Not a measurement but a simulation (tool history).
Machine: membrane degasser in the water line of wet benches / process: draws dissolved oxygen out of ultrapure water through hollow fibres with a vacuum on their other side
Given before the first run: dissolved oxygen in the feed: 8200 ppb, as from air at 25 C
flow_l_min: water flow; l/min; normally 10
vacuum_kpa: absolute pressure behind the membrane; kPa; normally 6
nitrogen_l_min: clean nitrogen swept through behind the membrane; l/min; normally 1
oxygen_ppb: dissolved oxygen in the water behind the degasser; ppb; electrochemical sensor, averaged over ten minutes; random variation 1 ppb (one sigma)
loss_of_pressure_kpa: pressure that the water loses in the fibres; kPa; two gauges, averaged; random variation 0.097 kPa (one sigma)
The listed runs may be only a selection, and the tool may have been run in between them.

run,hour,flow_l_min,vacuum_kpa,nitrogen_l_min,oxygen_ppb,loss_of_pressure_kpa
1,0,10,6,1,132.6,42.02
2,341.9,10,6,1,132.2,42.24
3,523.4,10,6,0.56,181.5,42.2
4,716.7,10,6,1,134.9,42.22
5,984,10,6,1,136.6,42.43
6,1273.1,10,6,1,136.1,42.18
7,1560.9,10,3.72,1.85,73.5,42.28
8,1877,10,3.72,1.85,75.6,42.29
9,2129.9,10,3.72,1.96,74.9,42.54
10,2428.4,8,11.01,0.83,220.3,33.81

Selected run-to-run steps in oxygen_ppb, each split into two signed amounts: the part the tool would show with no hidden state at all (from settings, incoming material and random variation), and the remainder, which goes to the hidden state together with any gauge scatter not common to the measured and the hidden-state-free results:
Hidden state at play: membrane still open, %; true pressure behind the membrane over the reading, kPa; air that leaks in behind the membrane, l/min; drift of the gauge itself on oxygen_ppb, %; drift of the gauge itself on loss_of_pressure_kpa, %.
Run 2 -> 3: nitrogen_l_min 1 -> 0.56. oxygen_ppb +49.3 ppb: hidden state +3.9, all else +45.4.
Run 9 -> 10: flow_l_min 10 -> 8, vacuum_kpa 3.72 -> 11.01, nitrogen_l_min 1.96 -> 0.83. oxygen_ppb +145.4 ppb: hidden state +3.4, all else +142.

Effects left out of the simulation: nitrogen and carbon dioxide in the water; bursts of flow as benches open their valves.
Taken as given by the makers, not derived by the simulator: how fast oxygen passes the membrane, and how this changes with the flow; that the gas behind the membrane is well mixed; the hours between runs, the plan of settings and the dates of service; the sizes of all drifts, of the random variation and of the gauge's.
